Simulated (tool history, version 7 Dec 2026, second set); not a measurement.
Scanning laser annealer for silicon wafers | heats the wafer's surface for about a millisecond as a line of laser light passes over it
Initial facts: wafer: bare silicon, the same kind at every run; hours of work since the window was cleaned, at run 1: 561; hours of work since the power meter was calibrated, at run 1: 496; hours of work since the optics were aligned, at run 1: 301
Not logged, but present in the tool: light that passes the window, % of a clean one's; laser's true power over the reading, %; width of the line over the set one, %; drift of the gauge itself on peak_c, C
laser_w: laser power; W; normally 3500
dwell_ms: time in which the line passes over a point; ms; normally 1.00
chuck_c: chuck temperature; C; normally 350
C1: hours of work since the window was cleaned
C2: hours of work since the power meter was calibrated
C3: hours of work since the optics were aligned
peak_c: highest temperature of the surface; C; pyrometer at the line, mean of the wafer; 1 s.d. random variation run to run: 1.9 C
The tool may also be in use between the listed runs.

run 1 hour=0.0 | laser_w=3500 dwell_ms=1.00 chuck_c=350 | C1=561 C2=496 C3=301 | peak_c=1120
run 2 hour=30.9 | laser_w=3500 dwell_ms=1.00 chuck_c=350 | C1=576 C2=511 C3=315 | peak_c=1120
run 3 hour=59.1 | laser_w=3500 dwell_ms=1.00 chuck_c=350 | C1=589 C2=524 C3=329 | peak_c=1122
run 4 hour=75.6 | laser_w=3500 dwell_ms=1.00 chuck_c=350 | C1=597 C2=532 C3=337 | peak_c=1118
run 5 hour=106.4 | laser_w=3500 dwell_ms=1.00 chuck_c=350 | C1=611 C2=547 C3=351 | peak_c=1119
run 6 hour=134.9 | laser_w=3500 dwell_ms=0.78 chuck_c=350 | C1=625 C2=560 C3=365 | peak_c=1033
run 7 hour=152.0 | laser_w=3500 dwell_ms=0.78 chuck_c=350 | C1=633 C2=568 C3=373 | peak_c=1034
run 8 hour=172.1 | laser_w=3504 dwell_ms=1.00 chuck_c=350 | C1=643 C2=578 C3=382 | peak_c=1120
run 9 hour=203.2 | laser_w=3500 dwell_ms=1.00 chuck_c=350 | C1=657 C2=593 C3=397 | peak_c=1118
run 10 hour=226.2 | laser_w=3500 dwell_ms=0.90 chuck_c=350 | C1=668 C2=604 C3=408 | peak_c=1083
run 11 hour=252.0 | laser_w=3500 dwell_ms=1.00 chuck_c=361 | C1=681 C2=616 C3=420 | peak_c=1133
run 12 hour=275.9 | laser_w=3500 dwell_ms=1.00 chuck_c=312 | C1=692 C2=627 C3=432 | peak_c=1076
run 13 hour=289.2 | laser_w=3500 dwell_ms=1.00 chuck_c=350 | C1=698 C2=633 C3=438 | peak_c=1118
run 14 hour=311.2 | laser_w=3500 dwell_ms=1.00 chuck_c=350 | C1=709 C2=644 C3=448 | peak_c=1118
run 15 hour=332.7 | laser_w=3784 dwell_ms=1.00 chuck_c=350 | C1=719 C2=654 C3=459 | peak_c=1190
-- hour=346.4 window over the wafer cleaned
run 16 hour=353.2 | laser_w=3500 dwell_ms=1.00 chuck_c=350 | C1=3 C2=663 C3=467 | peak_c=1122
run 17 hour=381.1 | laser_w=3500 dwell_ms=0.75 chuck_c=350 | C1=16 C2=676 C3=481 | peak_c=1024
run 18 hour=400.9 | laser_w=3500 dwell_ms=0.75 chuck_c=350 | C1=26 C2=686 C3=490 | peak_c=1021
run 19 hour=430.6 | laser_w=3500 dwell_ms=0.75 chuck_c=350 | C1=40 C2=700 C3=504 | peak_c=1021
run 20 hour=453.6 | laser_w=3500 dwell_ms=0.75 chuck_c=350 | C1=51 C2=711 C3=515 | peak_c=1017
run 21 hour=468.5 | laser_w=3500 dwell_ms=1.00 chuck_c=350 | C1=58 C2=718 C3=522 | peak_c=1120
run 22 hour=483.5 | laser_w=3547 dwell_ms=0.84 chuck_c=360 | C1=65 C2=725 C3=529 | peak_c=1075
run 23 hour=508.5 | laser_w=3605 dwell_ms=0.84 chuck_c=360 | C1=77 C2=737 C3=541 | peak_c=1093
run 24 hour=534.1 | laser_w=3579 dwell_ms=0.84 chuck_c=360 | C1=89 C2=749 C3=553 | peak_c=1087
run 25 hour=564.1 | laser_w=3254 dwell_ms=0.74 chuck_c=337 | C1=103 C2=763 C3=567 | peak_c=953
run 26 hour=577.6 | laser_w=2978 dwell_ms=0.86 chuck_c=326 | C1=110 C2=769 C3=574 | peak_c=925
run 27 hour=600.8 | laser_w=3655 dwell_ms=0.93 chuck_c=326 | C1=121 C2=780 C3=585 | peak_c=1107
run 28 hour=614.5 | laser_w=3622 dwell_ms=1.14 chuck_c=350 | C1=127 C2=787 C3=591 | peak_c=1199
run 29 hour=643.6 | laser_w=3500 dwell_ms=1.24 chuck_c=385 | C1=141 C2=801 C3=605 | peak_c=1239
run 30 hour=670.6 | laser_w=3317 dwell_ms=1.00 chuck_c=324 | C1=154 C2=814 C3=618 | peak_c=1050
run 31 hour=683.6 | laser_w=3040 dwell_ms=1.00 chuck_c=378 | C1=160 C2=820 C3=624 | peak_c=1039
run 32 hour=697.3 | laser_w=3174 dwell_ms=1.15 chuck_c=378 | C1=167 C2=826 C3=631 | peak_c=1116
run 33 hour=713.0 | laser_w=3500 dwell_ms=0.98 chuck_c=363 | C1=174 C2=834 C3=638 | peak_c=1124
run 34 hour=745.1 | laser_w=3318 dwell_ms=0.81 chuck_c=350 | C1=189 C2=849 C3=653 | peak_c=1005
run 35 hour=770.8 | laser_w=3500 dwell_ms=0.98 chuck_c=368 | C1=202 C2=861 C3=666 | peak_c=1132
run 36 hour=795.4 | laser_w=3500 dwell_ms=0.98 chuck_c=368 | C1=213 C2=873 C3=677 | peak_c=1129
run 37 hour=822.9 | laser_w=3238 dwell_ms=1.00 chuck_c=350 | C1=226 C2=886 C3=690 | peak_c=1055
run 38 hour=847.0 | laser_w=3694 dwell_ms=0.70 chuck_c=361 | C1=238 C2=897 C3=702 | peak_c=1050
run 39 hour=862.8 | laser_w=3345 dwell_ms=1.20 chuck_c=358 | C1=245 C2=905 C3=709 | peak_c=1161
run 40 hour=889.9 | laser_w=3345 dwell_ms=1.20 chuck_c=358 | C1=258 C2=918 C3=722 | peak_c=1157
run 41 hour=909.6 | laser_w=3813 dwell_ms=1.09 chuck_c=346 | C1=267 C2=927 C3=732 | peak_c=1229
run 42 hour=929.0 | laser_w=3813 dwell_ms=1.09 chuck_c=346 | C1=277 C2=936 C3=741 | peak_c=1228

Entry by entry between the runs, the difference in hidden state between the last listed run before and the first listed run after:
From run 15 to run 16: window over the wafer cleaned (hour 346.4)
  light that passes the window, % of a clean one's: 99.88 -> 99.99
